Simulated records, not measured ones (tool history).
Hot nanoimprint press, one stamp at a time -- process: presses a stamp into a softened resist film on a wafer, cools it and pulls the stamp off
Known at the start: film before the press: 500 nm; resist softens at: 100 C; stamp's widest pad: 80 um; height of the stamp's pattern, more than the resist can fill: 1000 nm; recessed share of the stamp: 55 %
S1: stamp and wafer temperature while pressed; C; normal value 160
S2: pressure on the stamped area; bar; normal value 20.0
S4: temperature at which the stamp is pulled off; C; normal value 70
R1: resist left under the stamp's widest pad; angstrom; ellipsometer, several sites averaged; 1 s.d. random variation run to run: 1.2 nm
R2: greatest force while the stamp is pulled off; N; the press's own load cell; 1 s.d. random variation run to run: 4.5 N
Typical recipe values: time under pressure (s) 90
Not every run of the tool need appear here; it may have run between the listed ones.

run 1 hour=0.0 | S1=160 S2=20.0 time_under_pressure_(s)=90 S4=70 | R1=2095 R2=224
run 2 hour=40.3 | S1=166 S2=20.0 time_under_pressure_(s)=90 S4=70 | R1=1613 R2=224
run 3 hour=115.8 | S1=160 S2=20.0 time_under_pressure_(s)=164 S4=70 | R1=1653 R2=219
run 4 hour=165.8 | S1=160 S2=20.0 time_under_pressure_(s)=164 S4=70 | R1=1638 R2=230
-- hour=215.2 stamp cleaned and given a new release coat
run 5 hour=233.6 | S1=160 S2=20.0 time_under_pressure_(s)=164 S4=70 | R1=1668 R2=222
run 6 hour=277.0 | S1=160 S2=20.0 time_under_pressure_(s)=164 S4=70 | R1=1634 R2=231
run 7 hour=335.1 | S1=160 S2=20.0 time_under_pressure_(s)=164 S4=70 | R1=1644 R2=219
run 8 hour=379.5 | S1=160 S2=20.0 time_under_pressure_(s)=164 S4=70 | R1=1657 R2=215
-- hour=439.6 press's hydraulic seals changed and the load cell set to zero
run 9 hour=482.2 | S1=160 S2=20.0 time_under_pressure_(s)=90 S4=70 | R1=2100 R2=227
run 10 hour=562.7 | S1=160 S2=20.0 time_under_pressure_(s)=90 S4=70 | R1=2105 R2=222
run 11 hour=618.6 | S1=160 S2=20.0 time_under_pressure_(s)=90 S4=70 | R1=2112 R2=213
-- hour=671.1 stamp cleaned and given a new release coat
run 12 hour=683.8 | S1=160 S2=20.0 time_under_pressure_(s)=90 S4=70 | R1=2116 R2=219
run 13 hour=736.8 | S1=160 S2=20.0 time_under_pressure_(s)=90 S4=70 | R1=2120 R2=227
-- hour=760.2 plate thermocouple calibrated
run 14 hour=783.5 | S1=160 S2=20.0 time_under_pressure_(s)=90 S4=70 | R1=2112 R2=224
run 15 hour=866.2 | S1=160 S2=31.0 time_under_pressure_(s)=90 S4=56 | R1=1691 R2=256
run 16 hour=956.2 | S1=160 S2=31.0 time_under_pressure_(s)=90 S4=56 | R1=1717 R2=261
run 17 hour=999.7 | S1=160 S2=31.0 time_under_pressure_(s)=90 S4=56 | R1=1727 R2=271
run 18 hour=1092.0 | S1=164 S2=26.6 time_under_pressure_(s)=95 S4=75 | R1=1519 R2=204
-- hour=1116.1 stamp cleaned and given a new release coat
run 19 hour=1138.3 | S1=160 S2=15.5 time_under_pressure_(s)=90 S4=70 | R1=2392 R2=221
run 20 hour=1190.2 | S1=157 S2=15.5 time_under_pressure_(s)=46 S4=75 | R1=3310 R2=210
run 21 hour=1278.1 | S1=169 S2=25.4 time_under_pressure_(s)=77 S4=71 | R1=1369 R2=216
run 22 hour=1317.1 | S1=163 S2=31.8 time_under_pressure_(s)=90 S4=70 | R1=1469 R2=224
run 23 hour=1391.2 | S1=160 S2=20.0 time_under_pressure_(s)=90 S4=59 | R1=2123 R2=254
run 24 hour=1483.3 | S1=160 S2=14.1 time_under_pressure_(s)=113 S4=55 | R1=2317 R2=260
-- hour=1561.3 stamp cleaned and given a new release coat
run 25 hour=1570.2 | S1=150 S2=20.0 time_under_pressure_(s)=90 S4=70 | R1=3227 R2=217
run 26 hour=1617.9 | S1=160 S2=21.4 time_under_pressure_(s)=90 S4=65 | R1=2056 R2=233
run 27 hour=1711.7 | S1=159 S2=14.7 time_under_pressure_(s)=90 S4=60 | R1=2568 R2=248
-- hour=1768.9 press's hydraulic seals changed and the load cell set to zero
run 28 hour=1802.8 | S1=160 S2=20.0 time_under_pressure_(s)=56 S4=75 | R1=2536 R2=213

Each row is a separate what-if for the run after 28, all from the same tool condition, not one after another. Results?
-- hour=1860.6 plate thermocouple calibrated
run A hour=1878.8 | S1=160 S2=20.0 time_under_pressure_(s)=56 S4=74 | R1=? R2=?
-- hour=1860.6 plate thermocouple calibrated
run B hour=1878.8 | S1=160 S2=14.5 time_under_pressure_(s)=52 S4=70 | R1=? R2=?
-- hour=1860.6 plate thermocouple calibrated
run C hour=1878.8 | S1=160 S2=20.0 time_under_pressure_(s)=105 S4=66 | R1=? R2=?
-- hour=1860.6 plate thermocouple calibrated
run D hour=1878.8 | S1=166 S2=20.0 time_under_pressure_(s)=90 S4=70 | R1=? R2=?

run=A R1=2559 R2=218
run=B R1=3001 R2=221
run=C R1=2042 R2=231
run=D R1=1653 R2=221
Without the tool's hidden state the same runs would have given:
run=A R1=2498 R2=217
run=B R1=2929 R2=219
run=C R1=1993 R2=229
run=D R1=1614 R2=219
